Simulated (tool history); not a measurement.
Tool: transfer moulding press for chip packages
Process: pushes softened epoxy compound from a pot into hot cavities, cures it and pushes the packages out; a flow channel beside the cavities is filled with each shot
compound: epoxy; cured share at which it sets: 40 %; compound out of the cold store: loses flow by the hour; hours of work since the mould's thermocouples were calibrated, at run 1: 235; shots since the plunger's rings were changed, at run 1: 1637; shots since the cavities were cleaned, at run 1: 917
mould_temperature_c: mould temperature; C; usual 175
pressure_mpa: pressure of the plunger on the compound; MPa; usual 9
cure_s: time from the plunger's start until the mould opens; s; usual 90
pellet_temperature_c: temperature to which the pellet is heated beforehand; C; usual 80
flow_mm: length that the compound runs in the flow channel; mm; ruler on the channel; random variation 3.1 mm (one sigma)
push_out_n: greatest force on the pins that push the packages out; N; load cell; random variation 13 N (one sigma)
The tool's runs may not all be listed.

run	day	mould_temperature_c	pressure_mpa	cure_s	pellet_temperature_c	hours of work since the mould's thermocouples were calibrated	shots since the plunger's rings were changed	shots since the cavities were cleaned	incoming compound's hours out of the cold store	flow_mm	push_out_n
1	0	175	9	90	80	235	1637	917	42.5	914	883
# day 0.104: cavities cleaned with cleaning compound and waxed
2	0.379	175	9	90	80	240	1725	76	22.8	964	1053
3	0.55	175	9	90	80	242	1771	122	25.4	959	1043
4	0.892	175	9	90	80	247	1865	216	20.2	975	1059
# day 1.188: cavities cleaned with cleaning compound and waxed, once more
5	1.333	175	9	90	80	253	1970	41	27.6	951	680
6	1.721	175	9	90	80	259	2076	147	43.6	898	713
7	2.104	175	9	90	80	265	2182	253	35.4	929	755
8	2.383	175	9	90	80	269	2259	330	33.9	927	788
9	2.625	175	9	90	80	273	2326	397	19.1	969	832
10	2.958	175	9	90	80	278	2417	488	35.7	917	870
11	3.162	175	9	89	80	281	2474	545	10.5	1003	961
12	3.517	175	9	90	77	286	2572	643	38.1	918	886
13	3.817	175	9	90	77	290	2654	725	27.7	938	903
14	4.075	175	9	90	77	294	2725	796	24.5	956	923
15	4.254	175	9	90	77	297	2775	846	15.6	977	952
16	4.45	175	7.07	104	80	300	2828	899	23	850	715
# day 4.621: cavities cleaned with cleaning compound and waxed
17	4.758	175	7.07	100	80	304	2895	37	8.1	890	566
18	5.029	175	7.07	100	80	308	2970	112	38.9	809	595
19	5.367	175	9.04	100	79	313	3064	206	29.3	941	635
20	5.6	175	9	73	75	316	3127	269	37.6	919	1293
21	5.879	172	8.33	125	77	321	3205	347	21.7	934	624
22	6.104	172	8.33	125	77	324	3266	408	26.4	918	606
23	6.338	173	9.03	101	77	327	3330	472	13.2	997	780
24	6.629	173	9.03	101	77	332	3411	553	27.2	950	789
25	7.012	173	9.03	101	77	338	3516	658	12.5	997	836
26	7.292	173	9.03	80	77	342	3594	736	11.1	997	1466
27	7.55	175	9	73	82	346	3664	806	29.9	928	1582

3 ways to go on from here, each from the tool as it stands after run 27. What would each give?
A	7.8	168	7.9	117	80	350	3734	876	13.4	?	?
B	7.8	172	9	107	77	350	3734	876	45.9	?	?
C	7.8	175	9	83	82	350	3734	876	28.8	?	?

run	flow_mm	push_out_n
A	944	880
B	893	760
C	934	1108
Without the tool's hidden state the same runs would have given:
run	flow_mm	push_out_n
A	971	595
B	919	517
C	960	753

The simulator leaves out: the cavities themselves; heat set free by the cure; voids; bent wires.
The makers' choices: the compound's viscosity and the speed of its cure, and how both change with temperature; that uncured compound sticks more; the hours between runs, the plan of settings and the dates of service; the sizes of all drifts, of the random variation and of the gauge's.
